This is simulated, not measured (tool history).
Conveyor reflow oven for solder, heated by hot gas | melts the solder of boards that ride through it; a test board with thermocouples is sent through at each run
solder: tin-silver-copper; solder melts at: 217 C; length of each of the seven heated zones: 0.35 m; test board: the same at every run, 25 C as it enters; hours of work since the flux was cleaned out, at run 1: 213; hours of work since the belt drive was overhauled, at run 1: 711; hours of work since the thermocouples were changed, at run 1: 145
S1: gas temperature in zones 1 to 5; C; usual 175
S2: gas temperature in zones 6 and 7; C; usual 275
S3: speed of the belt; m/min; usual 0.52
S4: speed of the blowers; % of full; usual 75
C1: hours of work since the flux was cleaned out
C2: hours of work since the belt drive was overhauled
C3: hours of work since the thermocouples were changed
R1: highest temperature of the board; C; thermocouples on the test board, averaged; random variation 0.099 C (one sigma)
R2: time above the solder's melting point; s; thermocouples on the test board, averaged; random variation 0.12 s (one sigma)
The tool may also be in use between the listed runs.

run 1 hour=0 | S1=175 S2=275 S3=0.52 S4=75 | C1=213 C2=711 C3=145 | R1=259.51 R2=67
run 2 hour=8.9 | S1=175 S2=275 S3=0.52 S4=75 | C1=218 C2=716 C3=150 | R1=259.42 R2=67.1
run 3 hour=16 | S1=175 S2=275 S3=0.52 S4=75 | C1=222 C2=720 C3=154 | R1=259.38 R2=67.2
-- hour=25.2 flux residue cleaned out of gas plates and filters
run 4 hour=30 | S1=175 S2=275 S3=0.52 S4=75 | C1=3 C2=725 C3=159 | R1=260.67 R2=68.1
run 5 hour=34 | S1=175 S2=275 S3=0.52 S4=75 | C1=5 C2=727 C3=161 | R1=260.87 R2=68.2
run 6 hour=40.7 | S1=175 S2=275 S3=0.492 S4=75 | C1=8 C2=730 C3=164 | R1=262.33 R2=73.2
run 7 hour=49.4 | S1=175 S2=275 S3=0.52 S4=75 | C1=13 C2=735 C3=169 | R1=260.89 R2=68.1
run 8 hour=55.7 | S1=175 S2=263 S3=0.52 S4=75 | C1=16 C2=738 C3=173 | R1=249.89 R2=60.6
run 9 hour=60.2 | S1=175 S2=263 S3=0.52 S4=75 | C1=19 C2=741 C3=175 | R1=249.92 R2=60.9
run 10 hour=66 | S1=175 S2=275 S3=0.52 S4=75 | C1=22 C2=744 C3=178 | R1=260.63 R2=68.2
run 11 hour=73.2 | S1=175 S2=275 S3=0.52 S4=75 | C1=26 C2=748 C3=182 | R1=260.51 R2=67.8
run 12 hour=78.4 | S1=175 S2=286 S3=0.52 S4=75 | C1=29 C2=751 C3=185 | R1=270.69 R2=73.3
run 13 hour=82.7 | S1=175 S2=286 S3=0.52 S4=75 | C1=31 C2=753 C3=187 | R1=270.59 R2=73.1
run 14 hour=90.5 | S1=175 S2=286 S3=0.52 S4=75 | C1=35 C2=757 C3=191 | R1=270.51 R2=73.4
run 15 hour=97.8 | S1=175 S2=286 S3=0.52 S4=75 | C1=39 C2=761 C3=195 | R1=270.8 R2=73.5
run 16 hour=103 | S1=171 S2=275 S3=0.491 S4=75 | C1=42 C2=764 C3=198 | R1=261.77 R2=71.6
run 17 hour=106.9 | S1=175 S2=287 S3=0.52 S4=62 | C1=44 C2=766 C3=200 | R1=268.16 R2=71.8
run 18 hour=115 | S1=175 S2=275 S3=0.58 S4=74 | C1=48 C2=770 C3=205 | R1=256.91 R2=58.1
run 19 hour=119.3 | S1=182 S2=275 S3=0.58 S4=66 | C1=51 C2=773 C3=207 | R1=256.24 R2=59.9
run 20 hour=125.3 | S1=162 S2=277 S3=0.458 S4=59 | C1=54 C2=776 C3=210 | R1=260.59 R2=72.5
run 21 hour=131.6 | S1=162 S2=277 S3=0.48 S4=60 | C1=57 C2=779 C3=213 | R1=259.16 R2=67.7
run 22 hour=137.4 | S1=162 S2=277 S3=0.48 S4=60 | C1=60 C2=782 C3=217 | R1=259.32 R2=67.7
run 23 hour=141.2 | S1=162 S2=277 S3=0.48 S4=60 | C1=63 C2=785 C3=219 | R1=259.19 R2=67.6
run 24 hour=145.4 | S1=162 S2=277 S3=0.48 S4=60 | C1=65 C2=787 C3=221 | R1=259.08 R2=67.8
run 25 hour=151.8 | S1=185 S2=264 S3=0.507 S4=77 | C1=68 C2=790 C3=224 | R1=253.21 R2=69.5
run 26 hour=158.5 | S1=175 S2=275 S3=0.455 S4=75 | C1=72 C2=794 C3=228 | R1=264.24 R2=80.9
run 27 hour=166.4 | S1=184 S2=275 S3=0.52 S4=85 | C1=76 C2=798 C3=232 | R1=263.73 R2=73.7
run 28 hour=174 | S1=174 S2=272 S3=0.52 S4=80 | C1=80 C2=802 C3=236 | R1=258.58 R2=66.8
run 29 hour=183.1 | S1=174 S2=272 S3=0.52 S4=80 | C1=85 C2=807 C3=241 | R1=258.53 R2=66.6
run 30 hour=188.9 | S1=175 S2=282 S3=0.459 S4=86 | C1=88 C2=810 C3=244 | R1=272.23 R2=84.5

Some steps in R1 between neighbouring runs. How much of each would the tool show without its hidden state too (settings, what came in, random variation), and how much is left for the hidden state, with any gauge scatter that isn't in both results?
The hidden state here: heat that the gas passes to the board, % of a clean oven's; belt's true speed, % of the reading; true gas temperature in zones 6 and 7 over the reading, C; drift of the gauge itself on peak_c, C; drift of the gauge itself on liquid_s, %.
Run 3 -> 4: flux residue cleaned out of gas plates and filters. R1 +1.29 C: hidden state +1.31, all else -0.02.
Run 16 -> 17: S1 171 -> 175, S2 275 -> 287, S3 0.491 -> 0.52, S4 75 -> 62. R1 +6.39 C: hidden state +0.14, all else +6.25.
Run 17 -> 18: S2 287 -> 275, S3 0.52 -> 0.58, S4 62 -> 74. R1 -11.25 C: hidden state -0.1, all else -11.15.
Run 24 -> 25: S1 162 -> 185, S2 277 -> 264, S3 0.48 -> 0.507, S4 60 -> 77. R1 -5.87 C: hidden state -0.21, all else -5.66.
Run 25 -> 26: S1 185 -> 175, S2 264 -> 275, S3 0.507 -> 0.455, S4 77 -> 75. R1 +11.03 C: hidden state +0.02, all else +11.01.
Run 29 -> 30: S1 174 -> 175, S2 272 -> 282, S3 0.52 -> 0.459, S4 80 -> 86. R1 +13.7 C: hidden state -0.04, all else +13.74.

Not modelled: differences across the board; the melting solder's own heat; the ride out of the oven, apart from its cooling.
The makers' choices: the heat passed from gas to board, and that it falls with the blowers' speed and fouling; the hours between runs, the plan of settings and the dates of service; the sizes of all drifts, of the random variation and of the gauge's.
